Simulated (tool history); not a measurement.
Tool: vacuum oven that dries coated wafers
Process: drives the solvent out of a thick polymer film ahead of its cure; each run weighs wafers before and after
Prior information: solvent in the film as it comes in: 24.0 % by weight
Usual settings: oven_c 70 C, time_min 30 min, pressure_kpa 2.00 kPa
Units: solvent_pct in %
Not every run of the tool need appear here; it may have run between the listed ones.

run	hour	oven_c	time_min	pressure_kpa	solvent_pct
1	0.0	70	30	2.00	4.00
2	72.7	70	30	1.29	3.61
3	158.9	70	17	1.29	7.18
4	231.5	70	30	2.00	4.05
5	334.5	70	42	2.00	2.55
# hour 363.9: oven's thermocouples calibrated
6	413.6	70	29	2.00	3.90
7	468.3	70	29	2.00	4.05
8	515.2	70	30	2.58	4.20
9	591.6	70	30	2.00	4.02
10	658.9	76	30	2.00	2.24
11	765.6	68	30	2.00	4.84
12	813.5	68	30	2.00	4.86
13	874.7	59	36	6.95	11.77
14	944.6	59	36	6.95	11.53
15	999.1	59	36	6.95	11.91
16	1086.6	59	36	6.95	11.75
17	1165.6	59	36	6.95	11.76
18	1230.8	55	28	2.00	11.69
19	1293.6	61	15	2.00	12.63
20	1391.4	61	15	2.00	12.44
21	1479.3	61	15	2.00	12.39
# hour 1528.5: oven's thermocouples calibrated
22	1580.5	70	36	2.00	3.05
23	1670.4	62	49	1.14	3.80

Branching from run 23: 5 alternative next runs. What would each branch give?
A	1716.7	79	30	6.30	?
B	1716.7	70	52	3.54	?
C	1716.7	62	49	1.11	?
D	1716.7	80	38	3.29	?
E	1716.7	63	49	1.14	?

run	solvent_pct
A	3.26
B	2.85
C	3.69
D	1.53
E	3.30
Without the tool's hidden state the same runs would have given:
run	solvent_pct
A	3.24
B	2.78
C	3.65
D	1.47
E	3.25

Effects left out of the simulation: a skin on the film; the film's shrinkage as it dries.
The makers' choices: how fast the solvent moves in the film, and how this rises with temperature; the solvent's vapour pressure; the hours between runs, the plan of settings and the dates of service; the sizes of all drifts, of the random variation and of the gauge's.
